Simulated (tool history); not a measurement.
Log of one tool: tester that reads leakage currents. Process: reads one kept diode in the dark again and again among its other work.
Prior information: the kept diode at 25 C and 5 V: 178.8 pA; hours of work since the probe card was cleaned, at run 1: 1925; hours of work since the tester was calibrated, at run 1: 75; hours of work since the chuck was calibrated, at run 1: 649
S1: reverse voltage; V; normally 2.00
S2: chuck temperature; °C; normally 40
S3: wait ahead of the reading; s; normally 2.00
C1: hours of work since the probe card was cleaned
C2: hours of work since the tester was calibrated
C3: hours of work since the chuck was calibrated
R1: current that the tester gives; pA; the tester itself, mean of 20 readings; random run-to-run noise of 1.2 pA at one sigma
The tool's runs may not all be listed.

{"run": 1, "hour": 0.0, "S1": 2.0, "S2": 40, "S3": 2.0, "C1": 1925, "C2": 75, "C3": 649, "R1": 400.77}
{"run": 2, "hour": 48.2, "S1": 2.0, "S2": 40, "S3": 2.0, "C1": 1955, "C2": 105, "C3": 679, "R1": 397.12}
{"run": 3, "hour": 76.6, "S1": 2.0, "S2": 40, "S3": 2.0, "C1": 1972, "C2": 122, "C3": 696, "R1": 398.78}
{"run": 4, "hour": 102.3, "S1": 2.0, "S2": 40, "S3": 2.0, "C1": 1988, "C2": 138, "C3": 712, "R1": 399.21}
{"run": 5, "hour": 142.9, "S1": 2.0, "S2": 40, "S3": 2.0, "C1": 2013, "C2": 162, "C3": 737, "R1": 396.99}
{"run": 6, "hour": 180.8, "S1": 2.0, "S2": 40, "S3": 2.0, "C1": 2036, "C2": 186, "C3": 760, "R1": 399.09}
{"run": 7, "hour": 201.5, "S1": 2.0, "S2": 40, "S3": 2.0, "C1": 2048, "C2": 198, "C3": 772, "R1": 398.84}
{"run": 8, "hour": 226.0, "S1": 2.0, "S2": 40, "S3": 2.0, "C1": 2063, "C2": 213, "C3": 787, "R1": 396.91}
{"hour": 231.6, "done": "tester calibrated"}
{"run": 9, "hour": 273.1, "S1": 2.0, "S2": 50, "S3": 2.0, "C1": 2091, "C2": 25, "C3": 815, "R1": 829.38}
{"run": 10, "hour": 312.8, "S1": 2.0, "S2": 40, "S3": 1.03, "C1": 2115, "C2": 50, "C3": 839, "R1": 398.49}
{"run": 11, "hour": 343.4, "S1": 1.15, "S2": 40, "S3": 2.0, "C1": 2134, "C2": 68, "C3": 858, "R1": 319.78}
{"run": 12, "hour": 381.3, "S1": 1.15, "S2": 40, "S3": 2.0, "C1": 2157, "C2": 91, "C3": 881, "R1": 319.27}
{"run": 13, "hour": 409.2, "S1": 3.44, "S2": 31, "S3": 0.6, "C1": 2174, "C2": 108, "C3": 898, "R1": 247.32}
{"run": 14, "hour": 457.0, "S1": 3.44, "S2": 31, "S3": 0.6, "C1": 2203, "C2": 138, "C3": 927, "R1": 249.31}
{"run": 15, "hour": 495.6, "S1": 2.94, "S2": 31, "S3": 4.92, "C1": 2227, "C2": 161, "C3": 950, "R1": 229.11}
{"hour": 505.6, "done": "tester calibrated, once more"}
{"run": 16, "hour": 524.9, "S1": 2.3, "S2": 31, "S3": 0.9, "C1": 2243, "C2": 12, "C3": 967, "R1": 208.43}
{"run": 17, "hour": 553.5, "S1": 2.3, "S2": 31, "S3": 0.9, "C1": 2261, "C2": 29, "C3": 985, "R1": 209.16}
{"run": 18, "hour": 599.4, "S1": 1.02, "S2": 59, "S3": 2.21, "C1": 2289, "C2": 57, "C3": 1013, "R1": 1176.63}
{"run": 19, "hour": 630.8, "S1": 17.64, "S2": 25, "S3": 9.53, "C1": 2308, "C2": 76, "C3": 1032, "R1": 296.69}
{"run": 20, "hour": 678.7, "S1": 1.95, "S2": 32, "S3": 2.57, "C1": 2337, "C2": 106, "C3": 1061, "R1": 211.08}
{"run": 21, "hour": 720.2, "S1": 1.95, "S2": 32, "S3": 4.47, "C1": 2362, "C2": 131, "C3": 1086, "R1": 209.14}
{"run": 22, "hour": 754.6, "S1": 1.42, "S2": 36, "S3": 2.0, "C1": 2383, "C2": 152, "C3": 1107, "R1": 252.83}

What differs in the tool's unlogged condition from the final listed run ahead of each entry between runs to the first listed run following it?
From run 8 to run 9: tester calibrated (hour 231.6)
  stray current of the dirty probe card, pA a volt: 0.612 -> 0.62; current scale over the true one, %: 0.18 -> 0.27; true chuck temperature over the reading, C: -0.41 -> -0.42
  what was measured, less what the result would be without the hidden state, R1: -10.58 -> -21.62 pA
From run 15 to run 16: tester calibrated, once more (hour 505.6)
  stray current of the dirty probe card, pA a volt: 0.659 -> 0.664; current scale over the true one, %: 0.33 -> -0.04
  what was measured, less what the result would be without the hidden state, R1: -6.04 -> -6.59 pA
